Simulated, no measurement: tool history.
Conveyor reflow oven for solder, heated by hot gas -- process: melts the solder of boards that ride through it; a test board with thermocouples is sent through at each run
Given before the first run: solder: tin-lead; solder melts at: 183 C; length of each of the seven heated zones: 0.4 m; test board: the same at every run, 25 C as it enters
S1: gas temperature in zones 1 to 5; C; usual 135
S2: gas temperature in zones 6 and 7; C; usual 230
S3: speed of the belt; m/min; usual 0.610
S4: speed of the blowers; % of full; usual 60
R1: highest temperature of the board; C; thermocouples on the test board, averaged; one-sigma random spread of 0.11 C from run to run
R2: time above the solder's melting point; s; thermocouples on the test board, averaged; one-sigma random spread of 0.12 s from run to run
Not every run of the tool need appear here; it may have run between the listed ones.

run   hour   S1   S2     S3  S4     R1    R2
  1    0.0  135  230  0.610  60  202.2  39.1
  2   42.1  135  230  0.610  60  201.9  38.8
      74.9  -- flux residue cleaned out of gas plates and filters
  3   97.3  135  230  0.610  60  202.3  39.9
  4  150.6  135  230  0.610  60  202.2  39.4
  5  173.3  135  230  0.610  60  201.9  39.3
  6  223.5  135  230  0.504  60  209.0  59.9
  7  272.3  135  230  0.632  60  199.7  34.9
  8  321.5  135  230  0.632  60  199.7  34.5
     355.9  -- flux residue cleaned out of gas plates and filters
  9  356.3  124  230  0.610  60  199.5  32.8
 10  392.3  124  230  0.610  60  199.2  32.8
 11  442.3  124  230  0.610  60  198.9  32.3
 12  489.7  135  229  0.690  60  196.1  25.7
 13  535.2  135  229  0.690  60  195.6  25.3
 14  574.3  135  229  0.690  60  195.3  25.2
 15  622.6  135  227  0.690  60  193.8  22.3
     636.5  -- flux residue cleaned out of gas plates and filters
 16  666.1  135  227  0.690  60  195.0  24.4
 17  716.7  135  227  0.690  60  194.7  24.1
 18  766.8  146  234  0.610  60  208.0  51.4
 19  816.5  126  221  0.548  60  196.6  33.5
 20  850.3  123  229  0.579  81  207.0  47.2
 21  891.7  123  229  0.651  57  192.8  19.7

Consider 4 possible next runs. They are alternatives, not a sequence: every one starts from the tool as it was left by run 21. What does each give?
     918.8  -- flux residue cleaned out of gas plates and filters
  A  926.9  135  238  0.647  60   ?   ?
     918.8  -- flux residue cleaned out of gas plates and filters
  B  926.9  135  230  0.610  55   ?   ?
     918.8  -- flux residue cleaned out of gas plates and filters
  C  926.9  123  229  0.651  55   ?   ?
     918.8  -- flux residue cleaned out of gas plates and filters
  D  926.9  137  229  0.670  76   ?   ?

run     R1    R2
  A  205.8  41.8
  B  200.0  36.5
  C  192.7  19.9
  D  204.4  40.6
With the hidden condition removed and each run's random variation left untouched, the same runs would have given:
run     R1    R2
  A  206.6  42.0
  B  200.8  37.0
  C  193.4  20.7
  D  205.4  40.9

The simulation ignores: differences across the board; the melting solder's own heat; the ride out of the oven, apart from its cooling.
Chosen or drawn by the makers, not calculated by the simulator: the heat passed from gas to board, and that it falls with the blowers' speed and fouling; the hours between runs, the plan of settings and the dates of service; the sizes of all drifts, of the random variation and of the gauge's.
